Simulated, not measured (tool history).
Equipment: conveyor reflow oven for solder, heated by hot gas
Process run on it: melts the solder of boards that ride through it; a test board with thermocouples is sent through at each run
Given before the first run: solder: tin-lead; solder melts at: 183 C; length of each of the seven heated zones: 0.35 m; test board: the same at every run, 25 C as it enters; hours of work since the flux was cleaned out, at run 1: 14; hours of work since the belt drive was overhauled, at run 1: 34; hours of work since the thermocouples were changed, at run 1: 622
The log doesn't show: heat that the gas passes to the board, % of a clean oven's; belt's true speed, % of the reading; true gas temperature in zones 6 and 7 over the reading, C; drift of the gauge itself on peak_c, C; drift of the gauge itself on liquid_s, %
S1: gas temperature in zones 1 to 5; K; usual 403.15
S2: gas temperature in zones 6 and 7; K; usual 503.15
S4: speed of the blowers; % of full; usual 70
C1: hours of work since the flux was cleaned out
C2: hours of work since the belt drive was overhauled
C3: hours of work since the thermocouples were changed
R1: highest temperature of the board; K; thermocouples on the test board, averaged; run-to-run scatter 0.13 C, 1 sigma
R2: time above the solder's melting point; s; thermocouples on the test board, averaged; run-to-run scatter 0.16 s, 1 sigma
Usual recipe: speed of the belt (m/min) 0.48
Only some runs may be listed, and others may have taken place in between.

{"run": 1, "hour": 0.0, "S1": 403.15, "S2": 503.15, "speed of the belt (m/min)": 0.48, "S4": 70, "C1": 14, "C2": 34, "C3": 622, "R1": 487.25, "R2": 59.4}
{"run": 2, "hour": 7.9, "S1": 403.15, "S2": 503.15, "speed of the belt (m/min)": 0.48, "S4": 70, "C1": 17, "C2": 37, "C3": 626, "R1": 487.05, "R2": 59.5}
{"run": 3, "hour": 12.4, "S1": 403.15, "S2": 503.15, "speed of the belt (m/min)": 0.48, "S4": 70, "C1": 19, "C2": 39, "C3": 627, "R1": 487.15, "R2": 59.5}
{"run": 4, "hour": 18.0, "S1": 403.15, "S2": 501.15, "speed of the belt (m/min)": 0.48, "S4": 70, "C1": 21, "C2": 42, "C3": 630, "R1": 485.35, "R2": 57.6}
{"run": 5, "hour": 24.9, "S1": 403.15, "S2": 503.15, "speed of the belt (m/min)": 0.48, "S4": 70, "C1": 24, "C2": 45, "C3": 633, "R1": 487.15, "R2": 59.2}
{"run": 6, "hour": 32.4, "S1": 403.15, "S2": 503.15, "speed of the belt (m/min)": 0.48, "S4": 70, "C1": 27, "C2": 48, "C3": 636, "R1": 487.15, "R2": 59.4}
{"run": 7, "hour": 41.7, "S1": 403.15, "S2": 503.15, "speed of the belt (m/min)": 0.48, "S4": 70, "C1": 31, "C2": 52, "C3": 640, "R1": 487.05, "R2": 59.4}
{"run": 8, "hour": 50.2, "S1": 403.15, "S2": 503.15, "speed of the belt (m/min)": 0.48, "S4": 70, "C1": 35, "C2": 55, "C3": 644, "R1": 486.95, "R2": 59.2}
{"run": 9, "hour": 59.1, "S1": 403.15, "S2": 503.15, "speed of the belt (m/min)": 0.48, "S4": 70, "C1": 39, "C2": 59, "C3": 647, "R1": 487.05, "R2": 59.5}
{"run": 10, "hour": 66.1, "S1": 403.15, "S2": 503.15, "speed of the belt (m/min)": 0.48, "S4": 70, "C1": 42, "C2": 62, "C3": 650, "R1": 486.85, "R2": 59.3}
{"run": 11, "hour": 74.9, "S1": 403.15, "S2": 503.15, "speed of the belt (m/min)": 0.48, "S4": 70, "C1": 45, "C2": 66, "C3": 654, "R1": 486.95, "R2": 59.1}
{"run": 12, "hour": 79.2, "S1": 403.15, "S2": 503.15, "speed of the belt (m/min)": 0.48, "S4": 70, "C1": 47, "C2": 68, "C3": 656, "R1": 487.05, "R2": 59.1}
{"run": 13, "hour": 87.2, "S1": 403.15, "S2": 503.15, "speed of the belt (m/min)": 0.48, "S4": 70, "C1": 51, "C2": 71, "C3": 659, "R1": 486.85, "R2": 59.3}
{"run": 14, "hour": 96.6, "S1": 403.15, "S2": 503.15, "speed of the belt (m/min)": 0.48, "S4": 70, "C1": 55, "C2": 75, "C3": 663, "R1": 487.05, "R2": 59}
{"run": 15, "hour": 103.5, "S1": 414.15, "S2": 497.15, "speed of the belt (m/min)": 0.5, "S4": 82, "C1": 58, "C2": 78, "C3": 666, "R1": 484.75, "R2": 59.6}
{"run": 16, "hour": 108.3, "S1": 400.15, "S2": 508.15, "speed of the belt (m/min)": 0.564, "S4": 70, "C1": 60, "C2": 80, "C3": 668, "R1": 484.35, "R2": 45.9}
{"run": 17, "hour": 116.3, "S1": 415.15, "S2": 507.15, "speed of the belt (m/min)": 0.564, "S4": 70, "C1": 63, "C2": 83, "C3": 672, "R1": 486.85, "R2": 53.2}
{"run": 18, "hour": 122.9, "S1": 408.15, "S2": 503.15, "speed of the belt (m/min)": 0.48, "S4": 87, "C1": 66, "C2": 86, "C3": 674, "R1": 490.75, "R2": 65.6}
{"run": 19, "hour": 131.4, "S1": 408.15, "S2": 503.15, "speed of the belt (m/min)": 0.48, "S4": 87, "C1": 69, "C2": 90, "C3": 678, "R1": 490.95, "R2": 65.7}
{"run": 20, "hour": 137.5, "S1": 408.15, "S2": 503.15, "speed of the belt (m/min)": 0.48, "S4": 87, "C1": 72, "C2": 92, "C3": 681, "R1": 490.95, "R2": 65.7}
{"run": 21, "hour": 145.2, "S1": 403.15, "S2": 503.15, "speed of the belt (m/min)": 0.496, "S4": 70, "C1": 75, "C2": 96, "C3": 684, "R1": 485.55, "R2": 55.5}
{"run": 22, "hour": 149.2, "S1": 413.15, "S2": 511.15, "speed of the belt (m/min)": 0.462, "S4": 69, "C1": 77, "C2": 97, "C3": 686, "R1": 496.35, "R2": 74.1}
{"run": 23, "hour": 153.9, "S1": 403.15, "S2": 506.15, "speed of the belt (m/min)": 0.488, "S4": 70, "C1": 79, "C2": 99, "C3": 688, "R1": 488.75, "R2": 59.6}
{"run": 24, "hour": 163.4, "S1": 403.15, "S2": 506.15, "speed of the belt (m/min)": 0.488, "S4": 70, "C1": 83, "C2": 103, "C3": 692, "R1": 488.65, "R2": 59.7}
{"run": 25, "hour": 171.4, "S1": 403.15, "S2": 506.15, "speed of the belt (m/min)": 0.488, "S4": 70, "C1": 86, "C2": 107, "C3": 695, "R1": 488.65, "R2": 59.4}
{"run": 26, "hour": 179.3, "S1": 403.15, "S2": 516.15, "speed of the belt (m/min)": 0.545, "S4": 74, "C1": 90, "C2": 110, "C3": 698, "R1": 494.35, "R2": 56.9}

Each row is a separate what-if for the run after 26, all from the same tool condition, not one after another. Results?
{"run": "A", "hour": 188.0, "S1": 390.15, "S2": 503.15, "speed of the belt (m/min)": 0.479, "S4": 66, "C1": 94, "C2": 114, "C3": 702, "R1": "?", "R2": "?"}
{"run": "B", "hour": 188.0, "S1": 403.15, "S2": 516.15, "speed of the belt (m/min)": 0.545, "S4": 62, "C1": 94, "C2": 114, "C3": 702, "R1": "?", "R2": "?"}
{"run": "C", "hour": 188.0, "S1": 403.15, "S2": 516.15, "speed of the belt (m/min)": 0.491, "S4": 74, "C1": 94, "C2": 114, "C3": 702, "R1": "?", "R2": "?"}
{"run": "D", "hour": 188.0, "S1": 413.15, "S2": 516.15, "speed of the belt (m/min)": 0.545, "S4": 89, "C1": 94, "C2": 114, "C3": 702, "R1": "?", "R2": "?"}
{"run": "E", "hour": 188.0, "S1": 393.15, "S2": 516.15, "speed of the belt (m/min)": 0.435, "S4": 74, "C1": 94, "C2": 114, "C3": 702, "R1": "?", "R2": "?"}

run=A R1=483.05 R2=50.8
run=B R1=489.95 R2=53.1
run=C R1=497.85 R2=67
run=D R1=499.35 R2=64.5
run=E R1=500.75 R2=75.2
With no hidden state in the tool, these same runs would have given:
run=A R1=483.25 R2=51.4
run=B R1=490.35 R2=53.6
run=C R1=498.15 R2=67.2
run=D R1=499.65 R2=64.8
run=E R1=500.85 R2=75.4
